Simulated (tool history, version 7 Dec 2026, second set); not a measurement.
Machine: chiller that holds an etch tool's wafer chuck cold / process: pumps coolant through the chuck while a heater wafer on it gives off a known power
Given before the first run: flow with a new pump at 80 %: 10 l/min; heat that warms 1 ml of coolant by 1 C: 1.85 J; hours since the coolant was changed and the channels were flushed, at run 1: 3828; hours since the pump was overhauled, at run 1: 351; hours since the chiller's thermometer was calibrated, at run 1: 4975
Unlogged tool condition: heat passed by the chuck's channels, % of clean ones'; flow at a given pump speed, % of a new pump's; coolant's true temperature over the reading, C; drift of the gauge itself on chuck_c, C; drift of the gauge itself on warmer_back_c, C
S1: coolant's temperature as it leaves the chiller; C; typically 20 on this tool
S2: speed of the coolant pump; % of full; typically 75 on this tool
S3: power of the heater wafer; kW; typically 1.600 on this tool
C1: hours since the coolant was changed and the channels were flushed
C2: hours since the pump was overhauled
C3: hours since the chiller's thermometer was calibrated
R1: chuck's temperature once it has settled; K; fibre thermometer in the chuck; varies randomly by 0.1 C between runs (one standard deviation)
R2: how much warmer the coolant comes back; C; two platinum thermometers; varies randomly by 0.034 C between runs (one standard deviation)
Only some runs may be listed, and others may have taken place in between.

{"run": 1, "hour": 0.0, "S1": 20, "S2": 75, "S3": 1.6, "C1": 3828, "C2": 351, "C3": 4975, "R1": 310.35, "R2": 5.5}
{"run": 2, "hour": 12.9, "S1": 20, "S2": 75, "S3": 1.6, "C1": 3841, "C2": 364, "C3": 4988, "R1": 310.45, "R2": 5.43}
{"run": 3, "hour": 43.5, "S1": 20, "S2": 86, "S3": 1.6, "C1": 3872, "C2": 395, "C3": 5019, "R1": 308.65, "R2": 4.78}
{"run": 4, "hour": 69.6, "S1": 20, "S2": 86, "S3": 1.6, "C1": 3898, "C2": 421, "C3": 5045, "R1": 308.85, "R2": 4.79}
{"run": 5, "hour": 85.5, "S1": 20, "S2": 86, "S3": 1.6, "C1": 3914, "C2": 437, "C3": 5061, "R1": 308.75, "R2": 4.8}
{"run": 6, "hour": 111.4, "S1": 20, "S2": 86, "S3": 1.6, "C1": 3939, "C2": 463, "C3": 5087, "R1": 308.85, "R2": 4.8}
{"run": 7, "hour": 140.0, "S1": 20, "S2": 86, "S3": 1.6, "C1": 3968, "C2": 491, "C3": 5115, "R1": 308.65, "R2": 4.8}
{"run": 8, "hour": 169.2, "S1": 20, "S2": 75, "S3": 1.6, "C1": 3997, "C2": 521, "C3": 5144, "R1": 310.75, "R2": 5.5}
{"run": 9, "hour": 187.0, "S1": 20, "S2": 75, "S3": 1.6, "C1": 4015, "C2": 538, "C3": 5162, "R1": 310.65, "R2": 5.53}
{"run": 10, "hour": 206.0, "S1": 15, "S2": 75, "S3": 1.6, "C1": 4034, "C2": 557, "C3": 5181, "R1": 305.45, "R2": 5.53}
{"run": 11, "hour": 235.0, "S1": 20, "S2": 71, "S3": 1.6, "C1": 4063, "C2": 586, "C3": 5210, "R1": 311.35, "R2": 5.9}
{"run": 12, "hour": 250.2, "S1": 20, "S2": 71, "S3": 1.6, "C1": 4078, "C2": 602, "C3": 5225, "R1": 311.55, "R2": 5.84}
{"run": 13, "hour": 269.7, "S1": 20, "S2": 75, "S3": 2.324, "C1": 4098, "C2": 621, "C3": 5245, "R1": 318.35, "R2": 7.99}
{"run": 14, "hour": 295.6, "S1": 20, "S2": 75, "S3": 1.636, "C1": 4124, "C2": 647, "C3": 5271, "R1": 311.25, "R2": 5.67}
{"run": 15, "hour": 318.3, "S1": 20, "S2": 79, "S3": 1.6, "C1": 4146, "C2": 670, "C3": 5293, "R1": 310.05, "R2": 5.21}
{"run": 16, "hour": 346.9, "S1": 20, "S2": 75, "S3": 1.6, "C1": 4175, "C2": 698, "C3": 5322, "R1": 310.85, "R2": 5.59}
{"hour": 354.6, "done": "coolant pump overhauled"}
{"run": 17, "hour": 380.3, "S1": 20, "S2": 75, "S3": 1.6, "C1": 4203, "C2": 26, "C3": 5350, "R1": 310.85, "R2": 5.56}
{"run": 18, "hour": 407.9, "S1": 19, "S2": 83, "S3": 1.941, "C1": 4231, "C2": 53, "C3": 5378, "R1": 311.85, "R2": 6.04}
{"run": 19, "hour": 424.0, "S1": 19, "S2": 83, "S3": 1.941, "C1": 4247, "C2": 69, "C3": 5394, "R1": 311.85, "R2": 6.05}
{"hour": 433.6, "done": "chiller's thermometer calibrated"}
{"run": 20, "hour": 438.3, "S1": 24, "S2": 80, "S3": 1.6, "C1": 4260, "C2": 83, "C3": 5, "R1": 313.05, "R2": 5.19}
{"run": 21, "hour": 451.3, "S1": 24, "S2": 80, "S3": 1.6, "C1": 4273, "C2": 96, "C3": 18, "R1": 313.15, "R2": 5.17}
{"run": 22, "hour": 467.8, "S1": 14, "S2": 80, "S3": 1.925, "C1": 4290, "C2": 112, "C3": 34, "R1": 306.45, "R2": 6.24}
{"run": 23, "hour": 493.7, "S1": 12, "S2": 63, "S3": 1.08, "C1": 4316, "C2": 138, "C3": 60, "R1": 298.35, "R2": 4.45}
{"hour": 510.0, "done": "coolant pump overhauled, once more"}
{"run": 24, "hour": 519.4, "S1": 20, "S2": 99, "S3": 0.961, "C1": 4336, "C2": 9, "C3": 81, "R1": 301.25, "R2": 2.44}
{"run": 25, "hour": 547.9, "S1": 17, "S2": 67, "S3": 1.812, "C1": 4365, "C2": 38, "C3": 109, "R1": 310.85, "R2": 6.9}
{"run": 26, "hour": 573.8, "S1": 16, "S2": 75, "S3": 1.654, "C1": 4391, "C2": 64, "C3": 135, "R1": 306.75, "R2": 5.7}
{"run": 27, "hour": 591.9, "S1": 10, "S2": 99, "S3": 1.012, "C1": 4409, "C2": 82, "C3": 153, "R1": 291.75, "R2": 2.64}
{"run": 28, "hour": 609.8, "S1": 10, "S2": 99, "S3": 1.012, "C1": 4427, "C2": 100, "C3": 171, "R1": 291.65, "R2": 2.63}
{"run": 29, "hour": 638.3, "S1": 10, "S2": 99, "S3": 1.012, "C1": 4455, "C2": 128, "C3": 200, "R1": 291.75, "R2": 2.63}
{"run": 30, "hour": 651.5, "S1": 10, "S2": 99, "S3": 1.012, "C1": 4469, "C2": 142, "C3": 213, "R1": 291.55, "R2": 2.59}
{"run": 31, "hour": 677.9, "S1": 20, "S2": 66, "S3": 1.604, "C1": 4495, "C2": 168, "C3": 239, "R1": 312.05, "R2": 6.28}
{"run": 32, "hour": 698.6, "S1": 20, "S2": 66, "S3": 1.604, "C1": 4516, "C2": 189, "C3": 260, "R1": 312.25, "R2": 6.37}

Each row is a separate what-if for the run after 32, all from the same tool condition, not one after another. Results?
{"run": "A", "hour": 715.7, "S1": 14, "S2": 75, "S3": 0.996, "C1": 4533, "C2": 206, "C3": 277, "R1": "?", "R2": "?"}
{"run": "B", "hour": 715.7, "S1": 20, "S2": 75, "S3": 1.439, "C1": 4533, "C2": 206, "C3": 277, "R1": "?", "R2": "?"}
{"run": "C", "hour": 715.7, "S1": 20, "S2": 75, "S3": 2.084, "C1": 4533, "C2": 206, "C3": 277, "R1": "?", "R2": "?"}

run=A R1=297.85 R2=3.45
run=B R1=308.25 R2=5.01
run=C R1=315.15 R2=7.17
Stripped of hidden state, with their random variation kept, the same runs would have yielded:
run=A R1=296.55 R2=3.46
run=B R1=306.45 R2=5.03
run=C R1=312.65 R2=7.20
